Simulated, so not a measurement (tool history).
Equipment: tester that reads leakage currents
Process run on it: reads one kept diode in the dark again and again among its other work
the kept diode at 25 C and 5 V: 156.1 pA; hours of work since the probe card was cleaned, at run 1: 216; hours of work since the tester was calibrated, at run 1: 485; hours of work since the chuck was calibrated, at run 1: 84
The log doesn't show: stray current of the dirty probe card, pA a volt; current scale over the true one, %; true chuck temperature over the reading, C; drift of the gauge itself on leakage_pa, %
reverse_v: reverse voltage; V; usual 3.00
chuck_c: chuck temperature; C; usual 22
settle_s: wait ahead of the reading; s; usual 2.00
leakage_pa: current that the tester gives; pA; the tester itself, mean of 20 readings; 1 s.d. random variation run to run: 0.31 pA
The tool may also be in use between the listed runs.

run   hour  reverse_v  chuck_c  settle_s  hours of work since the probe card was cleaned  hours of work since the tester was calibrated  hours of work since the chuck was calibrated  leakage_pa
  1    0.0       3.00       22      2.00                                             216                                            485                                            84      103.60
  2   29.2       3.00       22      2.00                                             230                                            499                                            98      103.91
  3   56.5      10.66       22      2.00                                             243                                            512                                           111      161.43
  4   87.7      10.66       43      2.00                                             258                                            527                                           126      859.69
  5  111.0       3.00       48      2.00                                             269                                            538                                           137      793.54
  6  140.0       3.00       48      2.00                                             283                                            552                                           151      795.19
  7  171.2       3.00       48      2.00                                             298                                            567                                           166      796.64
  8  209.0       3.00       22      3.61                                             316                                            585                                           184      104.95
  9  240.9       3.00       22      3.61                                             332                                            601                                           200      105.26
 10  276.2       3.00       22      3.61                                             348                                            618                                           217      105.81
 11  301.3       3.00       22      3.61                                             361                                            630                                           229      105.94
 12  332.2       3.00       22      3.61                                             375                                            645                                           243      106.56
 13  362.8       3.00       37      2.00                                             390                                            659                                           258      357.95
 14  391.8       3.75       22      1.41                                             404                                            673                                           272      115.38

Estimate the outcome of run 15 from the log above:
 15  426.0       3.75       22      1.41                                             420                                            690                                           288           ?

leakage_pa: 115.90 pA
On a tool with no hidden condition, and with the same random variation, this run would have come out at leakage_pa 110.05 pA.
